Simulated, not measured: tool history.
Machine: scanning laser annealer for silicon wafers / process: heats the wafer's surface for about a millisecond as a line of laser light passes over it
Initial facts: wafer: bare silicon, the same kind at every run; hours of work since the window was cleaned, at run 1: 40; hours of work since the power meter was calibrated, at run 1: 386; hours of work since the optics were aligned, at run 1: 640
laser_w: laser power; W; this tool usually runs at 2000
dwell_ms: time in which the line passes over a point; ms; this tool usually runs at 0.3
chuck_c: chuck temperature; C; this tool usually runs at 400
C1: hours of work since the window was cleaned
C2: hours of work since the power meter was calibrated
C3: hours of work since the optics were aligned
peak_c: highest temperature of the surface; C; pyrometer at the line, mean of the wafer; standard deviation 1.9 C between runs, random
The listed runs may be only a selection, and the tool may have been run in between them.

{"run": 1, "hour": 0.0, "laser_w": 2000, "dwell_ms": 0.3, "chuck_c": 400, "C1": 40, "C2": 386, "C3": 640, "peak_c": 1143}
{"run": 2, "hour": 18.8, "laser_w": 2000, "dwell_ms": 0.3, "chuck_c": 400, "C1": 55, "C2": 400, "C3": 654, "peak_c": 1144}
{"run": 3, "hour": 34.5, "laser_w": 2000, "dwell_ms": 0.3, "chuck_c": 400, "C1": 67, "C2": 412, "C3": 666, "peak_c": 1142}
{"run": 4, "hour": 45.9, "laser_w": 2000, "dwell_ms": 0.3, "chuck_c": 400, "C1": 76, "C2": 421, "C3": 675, "peak_c": 1145}
{"run": 5, "hour": 60.0, "laser_w": 2000, "dwell_ms": 0.3, "chuck_c": 400, "C1": 86, "C2": 432, "C3": 686, "peak_c": 1139}
{"run": 6, "hour": 70.7, "laser_w": 2000, "dwell_ms": 0.3, "chuck_c": 400, "C1": 95, "C2": 440, "C3": 694, "peak_c": 1138}
{"run": 7, "hour": 83.0, "laser_w": 1796, "dwell_ms": 0.3, "chuck_c": 400, "C1": 104, "C2": 450, "C3": 704, "peak_c": 1064}
{"run": 8, "hour": 94.1, "laser_w": 2000, "dwell_ms": 0.3, "chuck_c": 400, "C1": 113, "C2": 458, "C3": 712, "peak_c": 1139}
{"run": 9, "hour": 109.8, "laser_w": 2000, "dwell_ms": 0.273, "chuck_c": 400, "C1": 125, "C2": 470, "C3": 724, "peak_c": 1101}
{"run": 10, "hour": 123.6, "laser_w": 2000, "dwell_ms": 0.3, "chuck_c": 400, "C1": 135, "C2": 481, "C3": 735, "peak_c": 1132}
{"run": 11, "hour": 141.6, "laser_w": 2000, "dwell_ms": 0.3, "chuck_c": 400, "C1": 149, "C2": 495, "C3": 749, "peak_c": 1132}
{"run": 12, "hour": 150.3, "laser_w": 2000, "dwell_ms": 0.3, "chuck_c": 400, "C1": 156, "C2": 501, "C3": 755, "peak_c": 1133}
{"run": 13, "hour": 169.3, "laser_w": 2000, "dwell_ms": 0.3, "chuck_c": 400, "C1": 170, "C2": 516, "C3": 770, "peak_c": 1129}
{"run": 14, "hour": 185.0, "laser_w": 2000, "dwell_ms": 0.246, "chuck_c": 400, "C1": 182, "C2": 528, "C3": 782, "peak_c": 1060}
{"run": 15, "hour": 201.1, "laser_w": 2000, "dwell_ms": 0.246, "chuck_c": 400, "C1": 195, "C2": 540, "C3": 794, "peak_c": 1061}
{"run": 16, "hour": 209.0, "laser_w": 2000, "dwell_ms": 0.246, "chuck_c": 400, "C1": 201, "C2": 546, "C3": 800, "peak_c": 1057}
{"run": 17, "hour": 225.6, "laser_w": 2000, "dwell_ms": 0.246, "chuck_c": 400, "C1": 214, "C2": 559, "C3": 813, "peak_c": 1057}
{"run": 18, "hour": 241.4, "laser_w": 2000, "dwell_ms": 0.3, "chuck_c": 400, "C1": 226, "C2": 571, "C3": 825, "peak_c": 1127}
{"run": 19, "hour": 252.3, "laser_w": 2000, "dwell_ms": 0.3, "chuck_c": 400, "C1": 234, "C2": 580, "C3": 834, "peak_c": 1123}
{"run": 20, "hour": 263.5, "laser_w": 1858, "dwell_ms": 0.263, "chuck_c": 438, "C1": 243, "C2": 588, "C3": 842, "peak_c": 1072}
{"run": 21, "hour": 271.4, "laser_w": 2144, "dwell_ms": 0.272, "chuck_c": 407, "C1": 249, "C2": 594, "C3": 848, "peak_c": 1144}
{"run": 22, "hour": 287.5, "laser_w": 2000, "dwell_ms": 0.3, "chuck_c": 405, "C1": 261, "C2": 607, "C3": 861, "peak_c": 1127}
{"run": 23, "hour": 300.5, "laser_w": 2000, "dwell_ms": 0.3, "chuck_c": 405, "C1": 271, "C2": 617, "C3": 871, "peak_c": 1130}
{"run": 24, "hour": 313.7, "laser_w": 2000, "dwell_ms": 0.3, "chuck_c": 405, "C1": 281, "C2": 627, "C3": 881, "peak_c": 1125}
{"run": 25, "hour": 329.0, "laser_w": 2000, "dwell_ms": 0.3, "chuck_c": 405, "C1": 293, "C2": 639, "C3": 893, "peak_c": 1121}
{"run": 26, "hour": 336.9, "laser_w": 2000, "dwell_ms": 0.301, "chuck_c": 400, "C1": 299, "C2": 645, "C3": 899, "peak_c": 1120}
{"run": 27, "hour": 346.5, "laser_w": 2000, "dwell_ms": 0.301, "chuck_c": 400, "C1": 306, "C2": 652, "C3": 906, "peak_c": 1121}
{"run": 28, "hour": 355.8, "laser_w": 1711, "dwell_ms": 0.247, "chuck_c": 400, "C1": 314, "C2": 659, "C3": 913, "peak_c": 961}
{"run": 29, "hour": 370.1, "laser_w": 1711, "dwell_ms": 0.247, "chuck_c": 400, "C1": 325, "C2": 670, "C3": 924, "peak_c": 955}
{"run": 30, "hour": 388.6, "laser_w": 2015, "dwell_ms": 0.241, "chuck_c": 436, "C1": 339, "C2": 684, "C3": 938, "peak_c": 1081}
{"run": 31, "hour": 398.9, "laser_w": 1808, "dwell_ms": 0.21, "chuck_c": 361, "C1": 347, "C2": 692, "C3": 946, "peak_c": 902}
{"hour": 402.2, "done": "window over the wafer cleaned"}
{"run": 32, "hour": 417.9, "laser_w": 1808, "dwell_ms": 0.21, "chuck_c": 361, "C1": 12, "C2": 705, "C3": 959, "peak_c": 927}
{"run": 33, "hour": 432.1, "laser_w": 1821, "dwell_ms": 0.222, "chuck_c": 416, "C1": 23, "C2": 716, "C3": 970, "peak_c": 998}
{"run": 34, "hour": 441.6, "laser_w": 1785, "dwell_ms": 0.3, "chuck_c": 400, "C1": 30, "C2": 723, "C3": 977, "peak_c": 1069}
{"run": 35, "hour": 450.9, "laser_w": 2000, "dwell_ms": 0.281, "chuck_c": 417, "C1": 37, "C2": 731, "C3": 985, "peak_c": 1136}
{"run": 36, "hour": 462.6, "laser_w": 1700, "dwell_ms": 0.32, "chuck_c": 437, "C1": 46, "C2": 740, "C3": 994, "peak_c": 1094}
{"run": 37, "hour": 475.8, "laser_w": 2072, "dwell_ms": 0.223, "chuck_c": 426, "C1": 57, "C2": 750, "C3": 1004, "peak_c": 1084}
{"run": 38, "hour": 491.7, "laser_w": 1722, "dwell_ms": 0.373, "chuck_c": 403, "C1": 69, "C2": 762, "C3": 1016, "peak_c": 1116}

Consider 3 possible next runs. They are alternatives, not a sequence: every one starts from the tool as it was left by run 38. What does each give?
{"run": "A", "hour": 510.7, "laser_w": 1979, "dwell_ms": 0.378, "chuck_c": 407, "C1": 83, "C2": 777, "C3": 1031, "peak_c": "?"}
{"run": "B", "hour": 510.7, "laser_w": 1914, "dwell_ms": 0.373, "chuck_c": 403, "C1": 83, "C2": 777, "C3": 1031, "peak_c": "?"}
{"run": "C", "hour": 510.7, "laser_w": 2009, "dwell_ms": 0.259, "chuck_c": 425, "C1": 83, "C2": 777, "C3": 1031, "peak_c": "?"}

run=A peak_c=1234
run=B peak_c=1193
run=C peak_c=1115
Without the tool's hidden state the same runs would have given:
run=A peak_c=1242
run=B peak_c=1202
run=C peak_c=1123
